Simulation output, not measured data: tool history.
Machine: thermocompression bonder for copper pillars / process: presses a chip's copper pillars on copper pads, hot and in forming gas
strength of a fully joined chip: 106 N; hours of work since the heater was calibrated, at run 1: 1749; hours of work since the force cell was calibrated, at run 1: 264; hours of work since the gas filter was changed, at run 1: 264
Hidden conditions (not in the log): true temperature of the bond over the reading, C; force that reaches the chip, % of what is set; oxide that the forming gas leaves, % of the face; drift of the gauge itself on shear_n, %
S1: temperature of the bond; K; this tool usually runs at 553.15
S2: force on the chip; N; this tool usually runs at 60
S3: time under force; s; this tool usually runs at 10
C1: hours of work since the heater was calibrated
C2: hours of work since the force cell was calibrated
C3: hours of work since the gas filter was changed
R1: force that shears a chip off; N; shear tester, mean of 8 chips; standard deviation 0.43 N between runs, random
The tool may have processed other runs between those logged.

run    hour      S1  S2  S3    C1   C2   C3    R1
  1     0.0  553.15  60  10  1749  264  264  46.3
  2    41.4  553.15  60  10  1768  283  283  46.3
  3    86.3  553.15  60  10  1790  305  305  45.8
      102.6  -- heater calibrated with a thermocouple chip
  4   127.7  553.15  60   6    12  323  323  34.4
  5   171.2  553.15  60   6    33  344  344  34.4
      232.1  -- forming gas filter changed
  6   246.8  553.15  60   6    68  380    7  36.2
  7   296.9  553.15  60  10    92  403   31  45.0
  8   347.4  553.15  60  10   116  427   55  45.2
  9   427.9  553.15  44  10   154  465   93  35.0
 10   483.6  553.15  44  10   180  492  119  34.3
 11   547.6  553.15  41  10   211  522  150  31.8
 12   608.3  553.15  41  10   240  551  178  32.2
 13   700.9  553.15  60   5   284  595  222  34.1
 14   749.6  553.15  60   5   307  618  245  34.7
 15   820.0  553.15  60   5   340  651  279  34.5
 16   904.0  553.15  60   5   380  691  319  34.2
 17   973.2  553.15  60   5   413  724  351  34.0
     1017.5  -- forming gas filter changed
 18  1050.6  553.15  60   5   449  761   16  35.5
     1094.8  -- force cell calibrated
 19  1125.0  553.15  60   5   484   14   50  34.1
 20  1213.5  553.15  60  10   526   56   92  44.8
 21  1276.1  538.15  67   8   555   86  122  37.0
 22  1331.4  564.15  60  24   582  112  148  66.2
 23  1421.6  523.15  60  10   624  155  191  31.9
 24  1487.1  564.15  57  10   655  186  222  46.5
 25  1536.7  568.15  41  12   679  210  246  39.6
 26  1619.3  576.15  75  11   718  249  285  64.9
 27  1700.1  542.15  68  10   756  287  323  43.3
 28  1738.3  527.15  37   6   775  305  341  17.3
 29  1790.9  527.15  37   6   800  330  366  16.8
     1805.1  -- forming gas filter changed
 30  1880.5  564.15  50  11   842  372   36  46.1
 31  1972.5  550.15  47  18   885  416   79  45.8
 32  2052.6  550.15  47  18   923  454  117  46.1
 33  2121.9  553.15  60  19   956  487  150  57.9
 34  2161.5  553.15  57  29   975  506  169  64.0
 35  2250.9  570.15  68  10  1018  548  211  58.3
 36  2335.4  544.15  47  11  1058  588  252  35.6
 37  2417.6  544.15  67  11  1097  627  291  47.8
 38  2464.8  566.15  59   7  1119  650  313  45.6
 39  2550.9  562.15  59   6  1160  690  354  41.4
     2586.9  -- forming gas filter changed
 40  2620.6  547.15  60  10  1193  723   16  46.7

3 ways to go on from here, each from the tool as it stands after run 40. What would each give?
  A  2673.1  547.15  60  11  1217  748  41   ?
  B  2673.1  553.15  40  10  1217  748  41   ?
  C  2673.1  576.15  45  10  1217  748  41   ?

run    R1
  A  47.3
  B  33.7
  C  47.3
Without the tool's hidden state the same runs would have given:
run    R1
  A  42.0
  B  29.5
  C  42.4

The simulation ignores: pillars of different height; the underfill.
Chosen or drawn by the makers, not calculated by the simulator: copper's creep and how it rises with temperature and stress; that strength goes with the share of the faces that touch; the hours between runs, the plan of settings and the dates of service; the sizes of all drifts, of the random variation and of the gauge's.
